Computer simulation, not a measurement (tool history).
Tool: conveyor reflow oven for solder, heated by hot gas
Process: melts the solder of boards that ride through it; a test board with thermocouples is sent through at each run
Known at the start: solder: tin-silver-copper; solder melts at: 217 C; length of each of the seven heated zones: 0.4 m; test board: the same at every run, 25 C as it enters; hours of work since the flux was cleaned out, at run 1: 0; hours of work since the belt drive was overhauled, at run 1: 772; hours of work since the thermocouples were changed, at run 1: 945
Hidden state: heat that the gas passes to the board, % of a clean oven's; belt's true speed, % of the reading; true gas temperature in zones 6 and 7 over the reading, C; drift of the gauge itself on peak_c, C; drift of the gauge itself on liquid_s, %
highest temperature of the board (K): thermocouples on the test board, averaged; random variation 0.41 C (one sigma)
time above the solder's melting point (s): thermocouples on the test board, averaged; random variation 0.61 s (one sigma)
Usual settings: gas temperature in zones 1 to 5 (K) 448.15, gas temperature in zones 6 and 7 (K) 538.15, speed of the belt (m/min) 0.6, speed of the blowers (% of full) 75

| run | day | gas temperature in zones 1 to 5 (K) | gas temperature in zones 6 and 7 (K) | speed of the belt (m/min) | speed of the blowers (% of full) | hours of work since the flux was cleaned out | hours of work since the belt drive was overhauled | hours of work since the thermocouples were changed | highest temperature of the board (K) | time above the solder's melting point (s) |
|---|---|---|---|---|---|---|---|---|---|---|
| 1 | 0 | 448.15 | 538.15 | 0.6 | 75 | 0 | 772 | 945 | 524.65 | 61.2 |
| 2 | 3.283 | 451.15 | 538.15 | 0.6 | 75 | 32 | 804 | 977 | 525.65 | 63.1 |
| 3 | 5.312 | 448.15 | 538.15 | 0.6 | 75 | 51 | 823 | 997 | 525.45 | 61.4 |
| 4 | 6.85 | 448.15 | 538.15 | 0.6 | 75 | 66 | 838 | 1011 | 524.65 | 60.7 |
| 5 | 9.079 | 448.15 | 538.15 | 0.6 | 75 | 87 | 859 | 1033 | 524.95 | 61 |
| 6 | 11.133 | 448.15 | 538.15 | 0.6 | 75 | 107 | 879 | 1053 | 524.75 | 61.1 |
| 7 | 12.717 | 448.15 | 538.15 | 0.6 | 75 | 123 | 894 | 1068 | 524.85 | 61 |
| 8 | 15.95 | 448.15 | 538.15 | 0.6 | 75 | 154 | 926 | 1099 | 523.95 | 60.5 |
| 9 | 18.304 | 448.15 | 538.15 | 0.6 | 75 | 176 | 948 | 1122 | 524.45 | 60.4 |
| 10 | 20.862 | 448.15 | 538.15 | 0.6 | 75 | 201 | 973 | 1147 | 523.35 | 61.4 |
| 11 | 22.504 | 448.15 | 538.15 | 0.6 | 75 | 217 | 989 | 1162 | 523.25 | 60.5 |
| 12 | 24.421 | 448.15 | 538.15 | 0.6 | 75 | 235 | 1007 | 1181 | 524.25 | 60.3 |
| 13 | 25.808 | 448.15 | 538.15 | 0.6 | 75 | 249 | 1021 | 1194 | 524.25 | 60.1 |
| 14 | 28.658 | 448.15 | 538.15 | 0.6 | 75 | 276 | 1048 | 1222 | 524.15 | 60.9 |
| 15 | 31.121 | 448.15 | 531.15 | 0.6 | 75 | 300 | 1072 | 1245 | 517.65 | 54.9 |
| 16 | 34 | 448.15 | 531.15 | 0.6 | 75 | 328 | 1100 | 1273 | 517.85 | 53.8 |
| 17 | 35.358 | 448.15 | 531.15 | 0.6 | 75 | 341 | 1113 | 1286 | 517.05 | 54.9 |
| 18 | 37.896 | 448.15 | 549.15 | 0.6 | 76 | 365 | 1137 | 1311 | 532.65 | 65.8 |
| 19 | 40.025 | 439.15 | 549.15 | 0.719 | 79 | 386 | 1158 | 1331 | 523.15 | 46.3 |
|  | 40.821 | flux residue cleaned out of gas plates and filters |
| 20 | 42.038 | 450.15 | 534.15 | 0.6 | 75 | 12 | 1175 | 1349 | 519.05 | 55.9 |
| 21 | 43.888 | 458.15 | 549.15 | 0.6 | 81 | 30 | 1193 | 1367 | 533.65 | 71.4 |
| 22 | 46.875 | 452.15 | 538.15 | 0.607 | 51 | 58 | 1222 | 1395 | 517.95 | 51.8 |
|  | 47.404 | thermocouples of zones 6 and 7 changed |
|  | 48.658 | flux residue cleaned out of gas plates and filters, once more |
| 23 | 48.658 | 452.15 | 538.15 | 0.607 | 51 | 0 | 1236 | 10 | 518.75 | 57.6 |
| 24 | 50.067 | 452.15 | 538.15 | 0.607 | 51 | 14 | 1250 | 24 | 519.45 | 56.7 |
| 25 | 52.512 | 441.15 | 527.15 | 0.576 | 66 | 37 | 1273 | 47 | 512.85 | 50.4 |
| 26 | 54.296 | 441.15 | 527.15 | 0.576 | 66 | 54 | 1290 | 64 | 512.85 | 50.3 |
| 27 | 57.529 | 441.15 | 527.15 | 0.576 | 66 | 86 | 1322 | 96 | 512.55 | 50 |
| 28 | 60.579 | 441.15 | 527.15 | 0.576 | 66 | 115 | 1351 | 125 | 512.35 | 49.5 |
| 29 | 63.912 | 463.15 | 538.15 | 0.6 | 75 | 147 | 1383 | 157 | 525.85 | 69.5 |
| 30 | 67.121 | 452.15 | 531.15 | 0.693 | 52 | 178 | 1414 | 188 | 508.45 | 36.4 |
| 31 | 70.392 | 460.15 | 531.15 | 0.532 | 56 | 209 | 1446 | 220 | 519.25 | 72.1 |
| 32 | 72.588 | 455.15 | 541.15 | 0.6 | 78 | 231 | 1467 | 241 | 527.45 | 67.8 |

Hidden state at the last listed run before each entry between runs and at the first one after, where it differs:
Between runs 19 and 20: flux residue cleaned out of gas plates and filters (day 40.821)
  heat that the gas passes to the board, % of a clean oven's: 86.2 -> 81.7; belt's true speed, % of the reading: 96.69 -> 96.64; true gas temperature in zones 6 and 7 over the reading, C: 3.18 -> 3.23
  measured less the result without the state, highest temperature of the board (K): -0.9 -> -0.9; time above the solder's melting point (s): +0.2 -> -0.3
Between runs 22 and 23: thermocouples of zones 6 and 7 changed (day 47.404); flux residue cleaned out of gas plates and filters, once more (day 48.658)
  heat that the gas passes to the board, % of a clean oven's: 80.1 -> 99.7; belt's true speed, % of the reading: 96.51 -> 96.46; true gas temperature in zones 6 and 7 over the reading, C: 3.35 -> 0.35
  measured less the result without the state, highest temperature of the board (K): -0.7 -> +1.5; time above the solder's melting point (s): -0.1 -> +3.9

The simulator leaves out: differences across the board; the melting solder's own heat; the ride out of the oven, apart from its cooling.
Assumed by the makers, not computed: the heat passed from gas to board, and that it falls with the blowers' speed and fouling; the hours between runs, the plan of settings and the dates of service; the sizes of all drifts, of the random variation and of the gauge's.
